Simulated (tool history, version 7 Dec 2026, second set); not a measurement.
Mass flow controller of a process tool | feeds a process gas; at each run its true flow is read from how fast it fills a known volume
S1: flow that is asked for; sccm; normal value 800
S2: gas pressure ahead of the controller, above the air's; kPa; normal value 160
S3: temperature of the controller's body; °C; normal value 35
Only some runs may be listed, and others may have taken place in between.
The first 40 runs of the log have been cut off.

run 41 hour=14710.6 | S1=887 S2=213 S3=24 | true_flow_(%)=102.04
run 42 hour=15159 | S1=887 S2=213 S3=24 | true_flow_(%)=102.27
run 43 hour=15563.7 | S1=887 S2=213 S3=24 | true_flow_(%)=102.3
run 44 hour=16084.5 | S1=487 S2=213 S3=32 | true_flow_(%)=102.36
run 45 hour=16425.4 | S1=487 S2=213 S3=32 | true_flow_(%)=102.48
run 46 hour=16945.5 | S1=308 S2=233 S3=22 | true_flow_(%)=104.81
run 47 hour=17172 | S1=308 S2=233 S3=22 | true_flow_(%)=104.98
run 48 hour=17386.9 | S1=308 S2=233 S3=22 | true_flow_(%)=105.11

Each row is a separate what-if for the run after 48, all from the same tool condition, not one after another. Results?
run A hour=17726.4 | S1=867 S2=190 S3=23 | true_flow_(%)=?
run B hour=17726.4 | S1=259 S2=233 S3=22 | true_flow_(%)=?
run C hour=17726.4 | S1=464 S2=200 S3=29 | true_flow_(%)=?
run D hour=17726.4 | S1=202 S2=154 S3=25 | true_flow_(%)=?

run=A true_flow_(%)=103.13
run=B true_flow_(%)=106.05
run=C true_flow_(%)=103.51
run=D true_flow_(%)=107.16
Had the tool no hidden state, the same runs would have come out as:
run=A true_flow_(%)=99.81
run=B true_flow_(%)=98.76
run=C true_flow_(%)=98.72
run=D true_flow_(%)=98.26
